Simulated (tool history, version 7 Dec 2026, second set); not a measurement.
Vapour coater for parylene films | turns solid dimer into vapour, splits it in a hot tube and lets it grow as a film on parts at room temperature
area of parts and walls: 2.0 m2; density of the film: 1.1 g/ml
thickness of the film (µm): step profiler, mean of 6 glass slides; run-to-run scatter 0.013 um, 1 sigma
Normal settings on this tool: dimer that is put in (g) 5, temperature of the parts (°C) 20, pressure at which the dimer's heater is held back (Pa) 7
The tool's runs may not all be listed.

run    hour  dimer that is put in (g)  temperature of the parts (°C)  pressure at which the dimer's heater is held back (Pa)  thickness of the film (µm)
  1       0                         5                             20                                                       7                        1.06
  2    65.3                         5                             20                                                       7                        1.03
  3   119.4                         5                             20                                                       7                        1.05
  4   189.3                         5                             22                                                       7                        0.95
  5   250.6                         5                             20                                                       7                        1.06
  6   316.8                         2                             20                                                       7                        0.42
  7     352                         2                             20                                                       7                         0.4
  8   408.2                         2                             20                                                       7                         0.4
  9   450.1                         5                             20                                                       7                        1.01
 10   501.1                         5                             20                                                       7                        1.01
      574.5  -- trap's valve overhauled
 11   577.8                         8                             20                                                       7                        1.74
 12   642.4                         5                             20                                                       7                        1.08
 13   712.7                         5                             20                                                       7                        1.09
 14   746.2                         5                             20                                                    2.28                        1.34
      799.6  -- table's thermometer calibrated
 15   799.6                         5                             20                                                       7                        1.08
 16   844.9                         4                             13                                                    3.32                        1.32
 17   919.3                         4                             13                                                    7.52                         1.1
 18   992.6                         4                             14                                                    2.08                        1.38
 19  1026.3                         4                             14                                                    2.08                        1.39
 20  1103.1                         2                             12                                                    8.01                        0.55
 21  1148.3                         2                             22                                                    6.71                        0.39
 22    1205                         3                             22                                                    6.71                        0.58
 23  1279.1                         6                             19                                                       7                        1.32
 24  1341.6                         7                             16                                                     7.4                        1.64
 25  1374.5                         7                             16                                                     7.4                        1.65
 26  1425.8                         7                             20                                                    9.05                        1.37
     1480.6  -- trap's valve overhauled
 27    1493                         9                             20                                                    3.89                        2.18

For run 28, what comes out?
 28  1557.5                         7                             20                                                    8.23                           ?

{"run 28": {"thickness of the film (µm)": 1.45}}
Were there no unlogged condition in the tool, this run, its random variation unchanged, would have produced thickness of the film (µm) 1.49.

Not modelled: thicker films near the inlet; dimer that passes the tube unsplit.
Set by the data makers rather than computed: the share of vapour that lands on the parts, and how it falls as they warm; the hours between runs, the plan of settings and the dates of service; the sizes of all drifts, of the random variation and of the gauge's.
